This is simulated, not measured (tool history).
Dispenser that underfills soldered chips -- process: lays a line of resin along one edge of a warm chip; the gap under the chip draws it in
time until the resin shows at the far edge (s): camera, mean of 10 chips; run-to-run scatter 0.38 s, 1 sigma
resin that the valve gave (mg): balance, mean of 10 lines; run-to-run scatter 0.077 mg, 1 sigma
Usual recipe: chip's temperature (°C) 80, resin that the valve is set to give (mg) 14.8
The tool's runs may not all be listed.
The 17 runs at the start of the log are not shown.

| run | hour | chip's temperature (°C) | resin that the valve is set to give (mg) | hours of work since the syringe was changed | hours of work since the valve was cleaned | hours of work since the stage was calibrated | time until the resin shows at the far edge (s) | resin that the valve gave (mg) |
|---|---|---|---|---|---|---|---|---|
| 18 | 99.2 | 80 | 14.8 | 4 | 79 | 236 | 28.7 | 14.14 |
|  | 104.6 | new syringe of resin |
| 19 | 107.2 | 80 | 14.8 | 2 | 84 | 241 | 25 | 14.14 |
| 20 | 110.7 | 80 | 14.8 | 4 | 86 | 243 | 29.1 | 14.01 |
| 21 | 115.8 | 75 | 16 | 7 | 89 | 246 | 46.4 | 15.08 |
|  | 116.6 | new syringe of resin |
| 22 | 122 | 75 | 16 | 3 | 93 | 249 | 35.1 | 15.04 |
| 23 | 125.5 | 72 | 14.1 | 5 | 95 | 252 | 49.4 | 13.34 |
|  | 128.7 | new syringe of resin |
| 24 | 129.2 | 72 | 14.1 | 0 | 97 | 254 | 36.3 | 13.21 |
| 25 | 132.7 | 72 | 14.1 | 2 | 99 | 256 | 41.3 | 13.29 |
| 26 | 139.7 | 85 | 17.7 | 7 | 103 | 260 | 27.6 | 16.64 |
|  | 141.2 | dispensing valve cleaned and set on the balance |
|  | 142.2 | new syringe of resin |
| 27 | 149 | 81 | 16.5 | 4 | 5 | 265 | 27.6 | 16.29 |
|  | 154.4 | new syringe of resin |
| 28 | 155.5 | 79 | 16.9 | 1 | 8 | 269 | 23.1 | 16.64 |
| 29 | 161.2 | 77 | 13 | 4 | 12 | 272 | 34.8 | 12.8 |
| 30 | 165.7 | 66 | 13.8 | 7 | 14 | 275 | 75.1 | 13.71 |
|  | 166.7 | new syringe of resin |
| 31 | 171.7 | 91 | 12.8 | 3 | 18 | 278 | 15.6 | 12.67 |
| 32 | 175.1 | 86 | 14.8 | 5 | 20 | 280 | 22.7 | 14.68 |

For run 33, what comes out?
|  | 179.3 | new syringe of resin |
| 33 | 182.5 | 66 | 14.1 | 2 | 24 | 284 | ? | ? |

time until the resin shows at the far edge (s): 54.1
resin that the valve gave (mg): 14.13
Without the tool's hidden state the same run would have given time until the resin shows at the far edge (s) 52.9, resin that the valve gave (mg) 14.32.
